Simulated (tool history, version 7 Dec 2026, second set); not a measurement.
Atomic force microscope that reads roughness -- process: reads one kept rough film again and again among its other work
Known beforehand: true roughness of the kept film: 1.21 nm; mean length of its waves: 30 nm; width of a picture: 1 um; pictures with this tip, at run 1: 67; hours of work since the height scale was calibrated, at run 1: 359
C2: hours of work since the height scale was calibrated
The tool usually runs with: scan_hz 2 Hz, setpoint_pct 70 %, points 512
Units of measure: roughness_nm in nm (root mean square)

{"run": 1, "hour": 0.0, "scan_hz": 2, "setpoint_pct": 70, "points": 512, "pictures with this tip": 67, "C2": 359, "roughness_nm": 1.041}
{"run": 2, "hour": 12.5, "scan_hz": 2, "setpoint_pct": 70, "points": 512, "pictures with this tip": 90, "C2": 367, "roughness_nm": 1.037}
{"run": 3, "hour": 27.2, "scan_hz": 2, "setpoint_pct": 70, "points": 512, "pictures with this tip": 116, "C2": 376, "roughness_nm": 1.022}
{"run": 4, "hour": 41.3, "scan_hz": 2, "setpoint_pct": 70, "points": 512, "pictures with this tip": 140, "C2": 385, "roughness_nm": 1.023}
{"run": 5, "hour": 56.1, "scan_hz": 1.92, "setpoint_pct": 70, "points": 512, "pictures with this tip": 166, "C2": 394, "roughness_nm": 1.019}
{"run": 6, "hour": 71.9, "scan_hz": 0.54, "setpoint_pct": 70, "points": 512, "pictures with this tip": 195, "C2": 404, "roughness_nm": 1.092}
{"hour": 73.7, "done": "height scale calibrated on a step standard"}
{"run": 7, "hour": 80.1, "scan_hz": 0.54, "setpoint_pct": 70, "points": 512, "pictures with this tip": 207, "C2": 4, "roughness_nm": 1.08}
{"run": 8, "hour": 90.6, "scan_hz": 3.29, "setpoint_pct": 70, "points": 512, "pictures with this tip": 226, "C2": 11, "roughness_nm": 0.934}
{"run": 9, "hour": 102.8, "scan_hz": 1.41, "setpoint_pct": 70, "points": 512, "pictures with this tip": 247, "C2": 18, "roughness_nm": 1.025}
{"run": 10, "hour": 110.0, "scan_hz": 1.41, "setpoint_pct": 70, "points": 512, "pictures with this tip": 260, "C2": 23, "roughness_nm": 1.014}
{"hour": 112.7, "done": "height scale calibrated on a step standard, once more"}
{"run": 11, "hour": 122.7, "scan_hz": 0.62, "setpoint_pct": 70, "points": 512, "pictures with this tip": 281, "C2": 6, "roughness_nm": 1.044}
{"hour": 124.2, "done": "new tip fitted"}
{"run": 12, "hour": 133.7, "scan_hz": 0.62, "setpoint_pct": 70, "points": 512, "pictures with this tip": 16, "C2": 13, "roughness_nm": 1.135}
{"run": 13, "hour": 144.8, "scan_hz": 0.62, "setpoint_pct": 70, "points": 512, "pictures with this tip": 36, "C2": 20, "roughness_nm": 1.127}
{"run": 14, "hour": 161.0, "scan_hz": 3.69, "setpoint_pct": 64, "points": 357, "pictures with this tip": 65, "C2": 30, "roughness_nm": 1.008}
{"run": 15, "hour": 171.9, "scan_hz": 3.69, "setpoint_pct": 64, "points": 357, "pictures with this tip": 84, "C2": 37, "roughness_nm": 0.998}
{"run": 16, "hour": 179.5, "scan_hz": 1.24, "setpoint_pct": 66, "points": 512, "pictures with this tip": 97, "C2": 42, "roughness_nm": 1.082}
{"run": 17, "hour": 192.0, "scan_hz": 0.54, "setpoint_pct": 85, "points": 512, "pictures with this tip": 119, "C2": 50, "roughness_nm": 1.063}
{"run": 18, "hour": 205.2, "scan_hz": 3.81, "setpoint_pct": 86, "points": 628, "pictures with this tip": 143, "C2": 58, "roughness_nm": 0.761}
{"run": 19, "hour": 218.0, "scan_hz": 3.81, "setpoint_pct": 86, "points": 628, "pictures with this tip": 165, "C2": 66, "roughness_nm": 0.754}
{"run": 20, "hour": 229.4, "scan_hz": 3.36, "setpoint_pct": 82, "points": 392, "pictures with this tip": 185, "C2": 73, "roughness_nm": 0.818}
{"run": 21, "hour": 238.8, "scan_hz": 3.36, "setpoint_pct": 82, "points": 392, "pictures with this tip": 202, "C2": 79, "roughness_nm": 0.815}
{"run": 22, "hour": 254.4, "scan_hz": 0.59, "setpoint_pct": 85, "points": 380, "pictures with this tip": 230, "C2": 89, "roughness_nm": 1.014}

Forecast each of these 3 alternatives for the next run:
{"run": "A", "hour": 262.2, "scan_hz": 0.85, "setpoint_pct": 85, "points": 380, "pictures with this tip": 243, "C2": 94, "roughness_nm": "?"}
{"run": "B", "hour": 262.2, "scan_hz": 2.52, "setpoint_pct": 68, "points": 849, "pictures with this tip": 243, "C2": 94, "roughness_nm": "?"}
{"run": "C", "hour": 262.2, "scan_hz": 2, "setpoint_pct": 64, "points": 512, "pictures with this tip": 243, "C2": 94, "roughness_nm": "?"}

run=A roughness_nm=0.986
run=B roughness_nm=0.98
run=C roughness_nm=1.008
Without the tool's unlogged condition, the same runs would have read:
run=A roughness_nm=1.059
run=B roughness_nm=1.053
run=C roughness_nm=1.083

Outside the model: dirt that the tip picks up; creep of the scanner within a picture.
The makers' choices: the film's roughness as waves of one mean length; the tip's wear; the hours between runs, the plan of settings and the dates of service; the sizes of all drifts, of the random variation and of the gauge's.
